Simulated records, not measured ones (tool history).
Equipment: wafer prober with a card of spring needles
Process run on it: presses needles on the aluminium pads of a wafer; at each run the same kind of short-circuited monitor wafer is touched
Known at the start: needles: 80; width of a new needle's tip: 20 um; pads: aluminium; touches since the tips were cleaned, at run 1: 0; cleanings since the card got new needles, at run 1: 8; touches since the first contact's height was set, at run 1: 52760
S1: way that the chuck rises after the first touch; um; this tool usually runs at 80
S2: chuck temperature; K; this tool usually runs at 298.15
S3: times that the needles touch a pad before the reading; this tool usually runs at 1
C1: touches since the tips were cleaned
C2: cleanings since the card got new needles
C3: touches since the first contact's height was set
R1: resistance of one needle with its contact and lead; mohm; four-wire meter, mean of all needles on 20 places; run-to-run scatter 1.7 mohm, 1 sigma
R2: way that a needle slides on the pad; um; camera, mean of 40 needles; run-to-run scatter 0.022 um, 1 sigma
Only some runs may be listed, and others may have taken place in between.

{"run": 1, "day": 0.0, "S1": 80, "S2": 298.15, "S3": 1, "C1": 0, "C2": 8, "C3": 52760, "R1": 167, "R2": 10.77}
{"run": 2, "day": 0.696, "S1": 80, "S2": 298.15, "S3": 2, "C1": 3978, "C2": 8, "C3": 56738, "R1": 186, "R2": 10.76}
{"day": 1.025, "done": "tips cleaned on abrasive film"}
{"run": 3, "day": 1.358, "S1": 80, "S2": 298.15, "S3": 1, "C1": 1903, "C2": 9, "C3": 60510, "R1": 189, "R2": 10.79}
{"day": 2.067, "done": "tips cleaned on abrasive film"}
{"run": 4, "day": 2.167, "S1": 80, "S2": 298.15, "S3": 1, "C1": 578, "C2": 10, "C3": 65121, "R1": 180, "R2": 10.78}
{"run": 5, "day": 2.929, "S1": 80, "S2": 298.15, "S3": 1, "C1": 4946, "C2": 10, "C3": 69489, "R1": 206, "R2": 10.77}
{"day": 3.1, "done": "tips cleaned on abrasive film"}
{"run": 6, "day": 3.721, "S1": 80, "S2": 298.15, "S3": 1, "C1": 3548, "C2": 11, "C3": 74002, "R1": 201, "R2": 10.76}
{"day": 4.158, "done": "tips cleaned on abrasive film"}
{"run": 7, "day": 4.325, "S1": 80, "S2": 298.15, "S3": 1, "C1": 969, "C2": 12, "C3": 77456, "R1": 182, "R2": 10.72}
{"run": 8, "day": 4.883, "S1": 80, "S2": 298.15, "S3": 1, "C1": 4153, "C2": 12, "C3": 80640, "R1": 202, "R2": 10.78}
{"day": 5.167, "done": "tips cleaned on abrasive film"}
{"run": 9, "day": 5.558, "S1": 80, "S2": 298.15, "S3": 1, "C1": 2228, "C2": 13, "C3": 84478, "R1": 191, "R2": 10.76}
{"run": 10, "day": 6.108, "S1": 80, "S2": 298.15, "S3": 1, "C1": 5389, "C2": 13, "C3": 87639, "R1": 210, "R2": 10.77}
{"day": 6.179, "done": "tips cleaned on abrasive film"}
{"run": 11, "day": 6.833, "S1": 80, "S2": 298.15, "S3": 1, "C1": 3737, "C2": 14, "C3": 91760, "R1": 203, "R2": 10.71}
{"day": 7.188, "done": "tips cleaned on abrasive film"}
{"run": 12, "day": 7.538, "S1": 80, "S2": 298.15, "S3": 1, "C1": 1995, "C2": 15, "C3": 95779, "R1": 189, "R2": 10.69}
{"run": 13, "day": 8.121, "S1": 80, "S2": 351.15, "S3": 1, "C1": 5327, "C2": 15, "C3": 99111, "R1": 211, "R2": 10.71}
{"day": 8.225, "done": "tips cleaned on abrasive film"}
{"run": 14, "day": 8.808, "S1": 80, "S2": 351.15, "S3": 1, "C1": 3348, "C2": 16, "C3": 103039, "R1": 207, "R2": 10.71}
{"day": 9.279, "done": "tips cleaned on abrasive film"}
{"run": 15, "day": 9.279, "S1": 80, "S2": 351.15, "S3": 1, "C1": 0, "C2": 17, "C3": 105706, "R1": 184, "R2": 10.72}
{"run": 16, "day": 9.867, "S1": 80, "S2": 329.15, "S3": 1, "C1": 3364, "C2": 17, "C3": 109070, "R1": 207, "R2": 10.69}
{"run": 17, "day": 10.25, "S1": 80, "S2": 329.15, "S3": 1, "C1": 5566, "C2": 17, "C3": 111272, "R1": 212, "R2": 10.77}
{"day": 10.304, "done": "tips cleaned on abrasive film"}
{"run": 18, "day": 11.05, "S1": 74, "S2": 298.15, "S3": 1, "C1": 4286, "C2": 18, "C3": 115843, "R1": 212, "R2": 9.93}
{"day": 11.346, "done": "tips cleaned on abrasive film"}
{"run": 19, "day": 11.608, "S1": 74, "S2": 298.15, "S3": 1, "C1": 1500, "C2": 19, "C3": 119002, "R1": 195, "R2": 9.9}
{"run": 20, "day": 12.017, "S1": 80, "S2": 332.15, "S3": 1, "C1": 3839, "C2": 19, "C3": 121341, "R1": 209, "R2": 10.69}
{"day": 12.367, "done": "tips cleaned on abrasive film"}
{"run": 21, "day": 12.367, "S1": 80, "S2": 325.15, "S3": 1, "C1": 0, "C2": 20, "C3": 123330, "R1": 181, "R2": 10.63}
{"run": 22, "day": 13.112, "S1": 80, "S2": 325.15, "S3": 1, "C1": 4266, "C2": 20, "C3": 127596, "R1": 208, "R2": 10.72}
{"day": 13.4, "done": "tips cleaned on abrasive film"}
{"run": 23, "day": 13.867, "S1": 63, "S2": 325.15, "S3": 1, "C1": 2684, "C2": 21, "C3": 131900, "R1": 217, "R2": 8.38}
{"day": 14.421, "done": "tips cleaned on abrasive film"}
{"run": 24, "day": 14.467, "S1": 80, "S2": 300.15, "S3": 1, "C1": 257, "C2": 22, "C3": 135320, "R1": 178, "R2": 10.69}
{"run": 25, "day": 15.229, "S1": 80, "S2": 300.15, "S3": 2, "C1": 4609, "C2": 22, "C3": 139672, "R1": 189, "R2": 10.67}
{"day": 15.433, "done": "tips cleaned on abrasive film"}
{"run": 26, "day": 16.012, "S1": 89, "S2": 365.15, "S3": 1, "C1": 3335, "C2": 23, "C3": 144158, "R1": 202, "R2": 11.94}
{"day": 16.496, "done": "tips cleaned on abrasive film"}
{"run": 27, "day": 16.533, "S1": 72, "S2": 305.15, "S3": 2, "C1": 223, "C2": 24, "C3": 147120, "R1": 176, "R2": 9.59}
{"run": 28, "day": 17.308, "S1": 72, "S2": 305.15, "S3": 2, "C1": 4645, "C2": 24, "C3": 151542, "R1": 199, "R2": 9.61}
{"day": 17.533, "done": "tips cleaned on abrasive film"}
{"run": 29, "day": 17.971, "S1": 77, "S2": 332.15, "S3": 1, "C1": 2509, "C2": 25, "C3": 155328, "R1": 200, "R2": 10.25}
{"run": 30, "day": 18.396, "S1": 77, "S2": 332.15, "S3": 1, "C1": 4936, "C2": 25, "C3": 157755, "R1": 217, "R2": 10.24}
{"day": 18.542, "done": "tips cleaned on abrasive film"}
{"run": 31, "day": 19.2, "S1": 77, "S2": 332.15, "S3": 1, "C1": 3758, "C2": 26, "C3": 162337, "R1": 208, "R2": 10.27}
{"day": 19.571, "done": "tips cleaned on abrasive film"}
{"run": 32, "day": 19.717, "S1": 77, "S2": 332.15, "S3": 1, "C1": 835, "C2": 27, "C3": 165265, "R1": 186, "R2": 10.29}
{"run": 33, "day": 20.462, "S1": 77, "S2": 348.15, "S3": 2, "C1": 5125, "C2": 27, "C3": 169555, "R1": 204, "R2": 10.27}
{"day": 20.579, "done": "tips cleaned on abrasive film"}
{"run": 34, "day": 21.104, "S1": 84, "S2": 348.15, "S3": 2, "C1": 3009, "C2": 28, "C3": 173207, "R1": 196, "R2": 11.22}

Results per run with the tool's hidden condition removed, run-to-run variation unchanged:
Unlogged tool condition in this case: debris on the tips, nm; way that the needles fall short of the set height, um; tips' diameter, um; drift of the gauge itself on contact_mohm, %; drift of the gauge itself on scrub_um, %.
run=1 R1=165 R2=10.82
run=2 R1=167 R2=10.81
run=3 R1=168 R2=10.85
run=4 R1=169 R2=10.84
run=5 R1=168 R2=10.84
run=6 R1=169 R2=10.83
run=7 R1=169 R2=10.8
run=8 R1=168 R2=10.86
run=9 R1=168 R2=10.84
run=10 R1=172 R2=10.85
run=11 R1=171 R2=10.8
run=12 R1=167 R2=10.78
run=13 R1=178 R2=10.81
run=14 R1=178 R2=10.81
run=15 R1=180 R2=10.83
run=16 R1=176 R2=10.79
run=17 R1=175 R2=10.87
run=18 R1=171 R2=10.05
run=19 R1=172 R2=10.01
run=20 R1=177 R2=10.81
run=21 R1=177 R2=10.76
run=22 R1=175 R2=10.84
run=23 R1=178 R2=8.51
run=24 R1=171 R2=10.82
run=25 R1=167 R2=10.8
run=26 R1=178 R2=12.09
run=27 R1=171 R2=9.74
run=28 R1=172 R2=9.76
run=29 R1=174 R2=10.4
run=30 R1=179 R2=10.39
run=31 R1=175 R2=10.42
run=32 R1=174 R2=10.45
run=33 R1=181 R2=10.43
run=34 R1=181 R2=11.39

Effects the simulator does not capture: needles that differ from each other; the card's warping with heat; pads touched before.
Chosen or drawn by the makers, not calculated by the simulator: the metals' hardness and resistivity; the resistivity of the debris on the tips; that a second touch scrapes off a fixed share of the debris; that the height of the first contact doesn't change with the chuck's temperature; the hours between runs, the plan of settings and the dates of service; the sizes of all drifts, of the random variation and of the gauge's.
